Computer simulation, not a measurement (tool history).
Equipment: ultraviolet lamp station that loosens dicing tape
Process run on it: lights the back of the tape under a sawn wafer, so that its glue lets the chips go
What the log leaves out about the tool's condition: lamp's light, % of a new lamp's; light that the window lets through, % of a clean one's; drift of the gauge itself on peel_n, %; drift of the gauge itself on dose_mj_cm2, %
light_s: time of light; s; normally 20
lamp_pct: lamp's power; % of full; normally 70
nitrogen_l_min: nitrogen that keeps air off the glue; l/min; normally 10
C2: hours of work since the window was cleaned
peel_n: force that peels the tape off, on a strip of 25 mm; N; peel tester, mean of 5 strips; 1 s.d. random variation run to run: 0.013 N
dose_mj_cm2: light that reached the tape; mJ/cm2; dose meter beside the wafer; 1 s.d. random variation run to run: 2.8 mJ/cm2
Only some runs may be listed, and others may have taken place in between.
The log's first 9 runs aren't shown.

Run 10, hour 161.6: usual settings; hours of work of the lamp 435; C2 274. Result: peel_n 0.994 N, dose_mj_cm2 297 mJ/cm2.
Run 11, hour 180: usual settings but light_s 26 s; hours of work of the lamp 449; C2 288. Result: peel_n 0.585 N, dose_mj_cm2 382 mJ/cm2.
Run 12, hour 192.2: usual settings; hours of work of the lamp 458; C2 297. Result: peel_n 1.022 N, dose_mj_cm2 293 mJ/cm2.
Run 13, hour 213.2: usual settings but light_s 29 s; hours of work of the lamp 474; C2 313. Result: peel_n 0.489 N, dose_mj_cm2 412 mJ/cm2.
Run 14, hour 232.7: usual settings but light_s 29 s; hours of work of the lamp 489; C2 328. Result: peel_n 0.506 N, dose_mj_cm2 413 mJ/cm2.
Run 15, hour 248.5: usual settings but light_s 29 s; hours of work of the lamp 501; C2 340. Result: peel_n 0.512 N, dose_mj_cm2 413 mJ/cm2.
Run 16, hour 272: usual settings but light_s 29 s; hours of work of the lamp 519; C2 358. Result: peel_n 0.544 N, dose_mj_cm2 406 mJ/cm2.
Run 17, hour 290.1: usual settings but light_s 29 s; hours of work of the lamp 533; C2 371. Result: peel_n 0.513 N, dose_mj_cm2 402 mJ/cm2.
Run 18, hour 301.8: usual settings but lamp_pct 85 % of full, nitrogen_l_min 15 l/min; hours of work of the lamp 542; C2 380. Result: peel_n 0.665 N, dose_mj_cm2 338 mJ/cm2.
Run 19, hour 313.3: usual settings but light_s 25 s, lamp_pct 85 % of full, nitrogen_l_min 19 l/min; hours of work of the lamp 550; C2 389. Result: peel_n 0.408 N, dose_mj_cm2 417 mJ/cm2.
At hour 315.4: window cleaned of glue's vapour.
Run 20, hour 332.8: usual settings but light_s 19 s, lamp_pct 85 % of full; hours of work of the lamp 565; C2 13. Result: peel_n 0.906 N, dose_mj_cm2 307 mJ/cm2.
Run 21, hour 345.7: usual settings but light_s 19 s, lamp_pct 85 % of full; hours of work of the lamp 575; C2 23. Result: peel_n 0.89 N, dose_mj_cm2 307 mJ/cm2.
Run 22, hour 362.9: usual settings but light_s 15 s, lamp_pct 85 % of full, nitrogen_l_min 17 l/min; hours of work of the lamp 588; C2 36. Result: peel_n 1.236 N, dose_mj_cm2 238 mJ/cm2.
Run 23, hour 377.4: usual settings but light_s 10 s, lamp_pct 73 % of full, nitrogen_l_min 6 l/min; hours of work of the lamp 599; C2 47. Result: peel_n 3.414 N, dose_mj_cm2 135 mJ/cm2.
Run 24, hour 391.5: usual settings but light_s 37 s, lamp_pct 73 % of full, nitrogen_l_min 6 l/min; hours of work of the lamp 609; C2 58. Result: peel_n 0.437 N, dose_mj_cm2 498 mJ/cm2.
At hour 409: window cleaned of glue's vapour, once more.
Run 25, hour 416.9: usual settings but light_s 37 s, lamp_pct 86 % of full, nitrogen_l_min 6 l/min; hours of work of the lamp 628; C2 6. Result: peel_n 0.306 N, dose_mj_cm2 634 mJ/cm2.
Run 26, hour 430.8: usual settings but light_s 37 s, lamp_pct 86 % of full, nitrogen_l_min 6 l/min; hours of work of the lamp 639; C2 17. Result: peel_n 0.306 N, dose_mj_cm2 632 mJ/cm2.
Run 27, hour 452.5: usual settings but light_s 37 s, lamp_pct 66 % of full, nitrogen_l_min 9 l/min; hours of work of the lamp 655; C2 33. Result: peel_n 0.387 N, dose_mj_cm2 482 mJ/cm2.
Run 28, hour 465.9: usual settings but light_s 28 s, lamp_pct 88 % of full; hours of work of the lamp 665; C2 43. Result: peel_n 0.388 N, dose_mj_cm2 483 mJ/cm2.
Run 29, hour 477.7: usual settings but light_s 18 s; hours of work of the lamp 674; C2 52. Result: peel_n 1.392 N, dose_mj_cm2 240 mJ/cm2.
Run 30, hour 496.5: usual settings but light_s 17 s, nitrogen_l_min 5 l/min; hours of work of the lamp 689; C2 66. Result: peel_n 2.055 N, dose_mj_cm2 227 mJ/cm2.
Run 31, hour 515.9: usual settings but light_s 17 s, nitrogen_l_min 5 l/min; hours of work of the lamp 703; C2 81. Result: peel_n 2.112 N, dose_mj_cm2 227 mJ/cm2.
Run 32, hour 541.5: usual settings but nitrogen_l_min 9 l/min; hours of work of the lamp 723; C2 101. Result: peel_n 1.294 N, dose_mj_cm2 260 mJ/cm2.
Run 33, hour 554.4: usual settings but lamp_pct 79 % of full, nitrogen_l_min 9 l/min; hours of work of the lamp 733; C2 111. Result: peel_n 1.111 N, dose_mj_cm2 291 mJ/cm2.
Run 34, hour 577.8: usual settings but light_s 37 s, lamp_pct 67 % of full, nitrogen_l_min 16 l/min; hours of work of the lamp 751; C2 128. Result: peel_n 0.364 N, dose_mj_cm2 451 mJ/cm2.

Branching from run 34: 5 alternative next runs. What would each branch give?
Run A, hour 603.2: usual settings but light_s 19 s, lamp_pct 83 % of full; hours of work of the lamp 770; C2 148. Result: peel_n ?, dose_mj_cm2 ?.
Run B, hour 603.2: usual settings but light_s 35 s, nitrogen_l_min 4 l/min; hours of work of the lamp 770; C2 148. Result: peel_n ?, dose_mj_cm2 ?.
Run C, hour 603.2: usual settings but light_s 31 s, nitrogen_l_min 11 l/min; hours of work of the lamp 770; C2 148. Result: peel_n ?, dose_mj_cm2 ?.
Run D, hour 603.2: usual settings but light_s 21 s, lamp_pct 67 % of full, nitrogen_l_min 15 l/min; hours of work of the lamp 770; C2 148. Result: peel_n ?, dose_mj_cm2 ?.
Run E, hour 603.2: usual settings but light_s 15 s, lamp_pct 82 % of full, nitrogen_l_min 11 l/min; hours of work of the lamp 770; C2 148. Result: peel_n ?, dose_mj_cm2 ?.

run  peel_n  dose_mj_cm2
  A    1.09          287
  B    0.72          437
  C   0.551          388
  D   1.166          252
  E   1.592          221
Without the tool's unlogged condition, the same runs would have read:
run  peel_n  dose_mj_cm2
  A    0.47          440
  B   0.313          673
  C   0.266          599
  D   0.501          387
  E   0.732          340

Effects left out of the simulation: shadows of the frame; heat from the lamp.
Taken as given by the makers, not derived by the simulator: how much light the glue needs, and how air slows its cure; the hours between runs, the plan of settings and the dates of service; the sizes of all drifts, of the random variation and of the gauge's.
